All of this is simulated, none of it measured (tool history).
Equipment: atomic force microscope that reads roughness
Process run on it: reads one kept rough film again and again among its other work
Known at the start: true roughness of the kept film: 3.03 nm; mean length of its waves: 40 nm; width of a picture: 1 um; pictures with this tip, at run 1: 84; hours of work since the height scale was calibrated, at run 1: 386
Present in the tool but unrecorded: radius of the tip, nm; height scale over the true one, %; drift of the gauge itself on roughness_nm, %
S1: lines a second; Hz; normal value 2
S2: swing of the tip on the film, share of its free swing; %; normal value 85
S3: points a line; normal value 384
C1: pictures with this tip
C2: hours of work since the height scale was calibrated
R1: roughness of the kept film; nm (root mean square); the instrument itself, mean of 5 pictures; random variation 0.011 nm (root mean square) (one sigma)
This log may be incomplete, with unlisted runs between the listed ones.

| run | hour | S1 | S2 | S3 | C1 | C2 | R1 |
|---|---|---|---|---|---|---|---|
| 1 | 0 | 2 | 85 | 384 | 84 | 386 | 2.257 |
| 2 | 12.6 | 3.87 | 85 | 384 | 99 | 394 | 1.961 |
|  | 18.5 | new tip fitted |
| 3 | 26.3 | 3.87 | 85 | 384 | 8 | 402 | 2.125 |
| 4 | 42.3 | 2 | 85 | 384 | 26 | 412 | 2.354 |
| 5 | 51.7 | 2 | 85 | 948 | 37 | 418 | 2.354 |
| 6 | 60.7 | 2 | 85 | 948 | 47 | 423 | 2.319 |
| 7 | 68.6 | 2 | 85 | 948 | 56 | 428 | 2.327 |
| 8 | 82.4 | 2 | 85 | 948 | 71 | 437 | 2.287 |
| 9 | 90.1 | 0.9 | 60 | 704 | 80 | 441 | 2.589 |
| 10 | 105.8 | 3.07 | 89 | 795 | 97 | 451 | 1.963 |
|  | 113.4 | new tip fitted |
| 11 | 116.9 | 0.98 | 59 | 432 | 4 | 457 | 2.815 |
| 12 | 126.6 | 0.56 | 76 | 425 | 15 | 463 | 2.745 |
| 13 | 134.8 | 0.67 | 75 | 750 | 24 | 468 | 2.698 |

Take each entry between the runs: how does the hidden state at the last listed run before it differ from the hidden state at the first listed run after it?
Logged between run 2 and run 3: new tip fitted (hour 18.5)
  radius of the tip, nm: 20.2 -> 8.6; height scale over the true one, %: 0.14 -> 0.15
  measured less the result without the state, R1: -0.181 -> -0.021 nm (root mean square)
Logged between run 10 and run 11: new tip fitted (hour 113.4)
  radius of the tip, nm: 21.8 -> 7.9; height scale over the true one, %: 0.16 -> 0.17
  measured less the result without the state, R1: -0.204 -> -0.014 nm (root mean square)

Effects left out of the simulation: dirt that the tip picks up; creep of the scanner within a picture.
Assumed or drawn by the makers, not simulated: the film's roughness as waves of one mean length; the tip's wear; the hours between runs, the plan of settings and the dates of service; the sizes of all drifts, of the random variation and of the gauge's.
